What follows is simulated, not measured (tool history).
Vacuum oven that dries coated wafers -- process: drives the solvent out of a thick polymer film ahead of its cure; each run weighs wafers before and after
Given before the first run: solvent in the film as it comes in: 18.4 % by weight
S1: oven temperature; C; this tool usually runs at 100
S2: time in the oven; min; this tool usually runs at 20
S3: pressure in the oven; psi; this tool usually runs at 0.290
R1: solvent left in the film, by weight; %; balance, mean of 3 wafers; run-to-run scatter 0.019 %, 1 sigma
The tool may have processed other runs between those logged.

run   hour   S1  S2     S3    R1
  1    0.0  100  20  0.290  2.19
  2   29.2  100  16  0.290  2.86
  3   52.2  100  16  0.290  2.91
  4   66.2  113  20  0.290  0.76
  5   90.4  113  20  0.290  0.77
  6  114.7  113  20  0.290  0.74
  7  130.4  113  20  0.290  0.77
  8  163.0  100  20  0.290  2.17
  9  177.9  100  20  0.290  2.14
 10  193.8  100  20  0.290  2.16
     198.0  -- oven's thermocouples calibrated
 11  224.8  100  16  0.300  2.82
 12  245.6  104  18  0.218  1.39
 13  267.2  105  22  0.290  1.18
     270.9  -- oven's thermocouples calibrated, once more
 14  302.7  111  22  0.194  0.60
 15  323.6   95  16  0.290  4.48
 16  345.5   95  16  0.290  4.40
 17  360.0  108  16  0.290  1.25

Each row is a separate what-if for the run after 17, all from the same tool condition, not one after another. Results?
  A  384.0  92  35  0.268   ?
  B  384.0  99  13  0.406   ?
  C  384.0  99  17  0.257   ?

run    R1
  A  2.41
  B  4.36
  C  2.80
Without the tool's unlogged condition, the same runs would have read:
run    R1
  A  2.38
  B  4.40
  C  2.81
